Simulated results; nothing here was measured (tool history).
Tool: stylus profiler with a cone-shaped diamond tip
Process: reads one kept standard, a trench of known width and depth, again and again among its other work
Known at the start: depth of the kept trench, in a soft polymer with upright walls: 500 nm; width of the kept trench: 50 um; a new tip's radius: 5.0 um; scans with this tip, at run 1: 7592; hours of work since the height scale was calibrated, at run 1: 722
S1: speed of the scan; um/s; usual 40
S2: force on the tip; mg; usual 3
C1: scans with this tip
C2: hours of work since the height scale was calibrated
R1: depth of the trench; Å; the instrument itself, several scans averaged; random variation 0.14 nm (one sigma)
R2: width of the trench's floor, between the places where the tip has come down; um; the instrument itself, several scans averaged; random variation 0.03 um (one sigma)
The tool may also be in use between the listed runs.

run   hour   S1    S2    C1   C2      R1     R2
  1      0   40     3  7592  722  5079.4  42.63
  2   11.5   40     3  7669  730  5078.9  42.58
  3   18.8   40     3  7718  734    5077  42.59
  4   29.5   40     3  7790  741  5077.4  42.51
  5   46.1   40     3  7901  752  5077.4  42.53
  6   58.5   40     3  7985  760  5074.7  42.51
  7   68.9   40     3  8055  766  5077.1  42.52
  8     86   40     3  8170  777  5075.1  42.47
  9   94.6   40     3  8228  783  5075.9  42.46
      96.1  -- height scale calibrated on a step standard
 10  104.1   40     3  8288    5  5072.1  42.44
 11  118.9  126     3  8388   15  5072.1  42.17
 12  128.8  126     3  8454   21  5070.2  42.11
     141.9  -- height scale calibrated on a step standard, once more
 13  143.9  126     3  8552    1  5101.5  42.05
 14  158.4   12  8.79  8650   11  5199.5  42.45
 15  167.1   12  8.79  8708   16    5202  42.39
 16    180   16  4.07  8795   24  5118.8  42.42
 17  195.7  144  1.37  8900   34  5059.8  41.74
 18  202.7   95     3  8947   39  5098.5  42.08
     208.3  -- new tip fitted, height scale calibrated
 19  216.5   11  6.46    55    5  5165.1  45.57
 20  233.2   14  2.35   167   16  5080.2  45.51
 21  249.3   14  2.35   276   26  5081.6  45.47
 22  256.3   14  2.35   323   31  5083.4  45.45
 23  269.4   87  1.68   411   39    5066  45.07
 24    284   87  1.68   509   48  5064.7  45.05

Forecast each of these 5 alternatives for the next run:
  A  293.4  19  3.98  572  54   ?   ?
  B  293.4  87  6.88  572  54   ?   ?
  C  293.4  27     3  572  54   ?   ?
  D  293.4  20  1.47  572  54   ?   ?
  E  293.4  89   1.6  572  54   ?   ?

run      R1     R2
  A  5118.8   45.3
  B  5167.6  45.19
  C  5095.7  45.29
  D    5060  45.28
  E  5062.9  45.04
Without the tool's hidden state the same runs would have given:
run      R1     R2
  A  5118.5  45.58
  B  5167.4  45.46
  C  5095.4  45.56
  D  5059.8  45.56
  E  5062.7  45.31
